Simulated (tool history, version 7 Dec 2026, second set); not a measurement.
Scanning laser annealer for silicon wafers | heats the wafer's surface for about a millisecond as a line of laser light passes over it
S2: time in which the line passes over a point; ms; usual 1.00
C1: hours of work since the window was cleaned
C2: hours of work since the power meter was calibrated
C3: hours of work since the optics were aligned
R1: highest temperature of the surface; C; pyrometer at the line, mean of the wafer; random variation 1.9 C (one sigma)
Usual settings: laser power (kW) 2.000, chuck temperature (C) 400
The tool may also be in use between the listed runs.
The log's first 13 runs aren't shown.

run 14 day=3.371 | laser_power_(kW)=2.163 S2=1.00 chuck_temperature_(C)=400 | C1=112 C2=217 C3=446 | R1=1209
run 15 day=3.583 | laser_power_(kW)=2.163 S2=1.00 chuck_temperature_(C)=400 | C1=116 C2=221 C3=450 | R1=1205
run 16 day=3.758 | laser_power_(kW)=2.163 S2=1.00 chuck_temperature_(C)=400 | C1=119 C2=224 C3=453 | R1=1210
run 17 day=3.912 | laser_power_(kW)=2.163 S2=1.00 chuck_temperature_(C)=400 | C1=122 C2=227 C3=456 | R1=1207
run 18 day=4.125 | laser_power_(kW)=2.000 S2=1.00 chuck_temperature_(C)=400 | C1=126 C2=230 C3=459 | R1=1145
run 19 day=4.300 | laser_power_(kW)=2.000 S2=1.17 chuck_temperature_(C)=400 | C1=129 C2=234 C3=462 | R1=1211
run 20 day=4.475 | laser_power_(kW)=2.000 S2=1.17 chuck_temperature_(C)=400 | C1=132 C2=237 C3=466 | R1=1213
run 21 day=4.642 | laser_power_(kW)=1.976 S2=1.16 chuck_temperature_(C)=429 | C1=135 C2=240 C3=469 | R1=1225
run 22 day=4.962 | laser_power_(kW)=1.976 S2=1.16 chuck_temperature_(C)=429 | C1=141 C2=245 C3=474 | R1=1228
run 23 day=5.162 | laser_power_(kW)=1.976 S2=1.16 chuck_temperature_(C)=429 | C1=144 C2=249 C3=478 | R1=1224
run 24 day=5.383 | laser_power_(kW)=1.976 S2=1.16 chuck_temperature_(C)=429 | C1=148 C2=253 C3=482 | R1=1222
run 25 day=5.542 | laser_power_(kW)=1.768 S2=1.16 chuck_temperature_(C)=378 | C1=151 C2=256 C3=485 | R1=1091
run 26 day=5.792 | laser_power_(kW)=1.725 S2=1.22 chuck_temperature_(C)=400 | C1=155 C2=260 C3=489 | R1=1110
run 27 day=6.138 | laser_power_(kW)=2.068 S2=1.15 chuck_temperature_(C)=433 | C1=162 C2=266 C3=495 | R1=1261
run 28 day=6.517 | laser_power_(kW)=2.117 S2=0.88 chuck_temperature_(C)=395 | C1=168 C2=273 C3=502 | R1=1125
run 29 day=6.829 | laser_power_(kW)=2.117 S2=0.88 chuck_temperature_(C)=395 | C1=174 C2=279 C3=508 | R1=1127
run 30 day=7.104 | laser_power_(kW)=2.080 S2=1.18 chuck_temperature_(C)=436 | C1=179 C2=284 C3=513 | R1=1275
run 31 day=7.475 | laser_power_(kW)=2.060 S2=0.99 chuck_temperature_(C)=400 | C1=186 C2=290 C3=519 | R1=1160
run 32 day=7.854 | laser_power_(kW)=2.000 S2=1.00 chuck_temperature_(C)=418 | C1=192 C2=297 C3=526 | R1=1156
run 33 day=8.175 | laser_power_(kW)=2.000 S2=1.00 chuck_temperature_(C)=418 | C1=198 C2=303 C3=532 | R1=1155
run 34 day=8.433 | laser_power_(kW)=2.000 S2=1.00 chuck_temperature_(C)=418 | C1=203 C2=308 C3=537 | R1=1154
run 35 day=8.775 | laser_power_(kW)=2.000 S2=1.00 chuck_temperature_(C)=418 | C1=209 C2=314 C3=543 | R1=1150
run 36 day=9.021 | laser_power_(kW)=2.152 S2=0.97 chuck_temperature_(C)=362 | C1=213 C2=318 C3=547 | R1=1140
run 37 day=9.242 | laser_power_(kW)=2.132 S2=1.11 chuck_temperature_(C)=425 | C1=217 C2=322 C3=551 | R1=1254
run 38 day=9.500 | laser_power_(kW)=2.132 S2=1.11 chuck_temperature_(C)=425 | C1=222 C2=327 C3=556 | R1=1252

The next listed run, before its measurement:
run 39 day=9.679 | laser_power_(kW)=1.724 S2=0.74 chuck_temperature_(C)=396 | C1=225 C2=330 C3=559 | R1=?

R1: 930 C
Without the tool's hidden state the same run would have given R1 956 C.
